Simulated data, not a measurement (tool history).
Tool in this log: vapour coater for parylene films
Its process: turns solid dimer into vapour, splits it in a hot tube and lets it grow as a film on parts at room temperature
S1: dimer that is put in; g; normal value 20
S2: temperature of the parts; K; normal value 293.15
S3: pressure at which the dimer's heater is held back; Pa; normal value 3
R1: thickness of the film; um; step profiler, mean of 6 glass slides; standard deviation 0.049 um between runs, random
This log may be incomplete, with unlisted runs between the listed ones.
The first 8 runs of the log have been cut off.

Run 9, hour 125.7: usual settings. Result: R1 9.65 um.
Run 10, hour 139.1: usual settings. Result: R1 9.55 um.
Run 11, hour 148.6: usual settings. Result: R1 9.64 um.
Run 12, hour 166.7: usual settings. Result: R1 9.6 um.
Run 13, hour 177.5: usual settings. Result: R1 9.57 um.
Run 14, hour 188: usual settings. Result: R1 9.48 um.
Run 15, hour 197.8: usual settings. Result: R1 9.51 um.
At hour 202.8: trap's valve overhauled.
Run 16, hour 223.1: usual settings. Result: R1 9.33 um.
Run 17, hour 231.9: usual settings. Result: R1 9.4 um.
Run 18, hour 244.8: usual settings. Result: R1 9.29 um.
Run 19, hour 265.3: usual settings but S1 11 g, S3 10.81 Pa. Result: R1 4.63 um.
Run 20, hour 286.9: usual settings but S1 27 g, S2 292.15 K, S3 3.34 Pa. Result: R1 12.86 um.

The next listed run, before its measurement:
Run 21, hour 303.7: usual settings but S1 27 g, S2 292.15 K, S3 3.34 Pa. Result: R1 ?.

R1: 12.86 um
Take away the tool's hidden state, keep the run-to-run variation as it was, and the same run would have given R1 13.82 um.
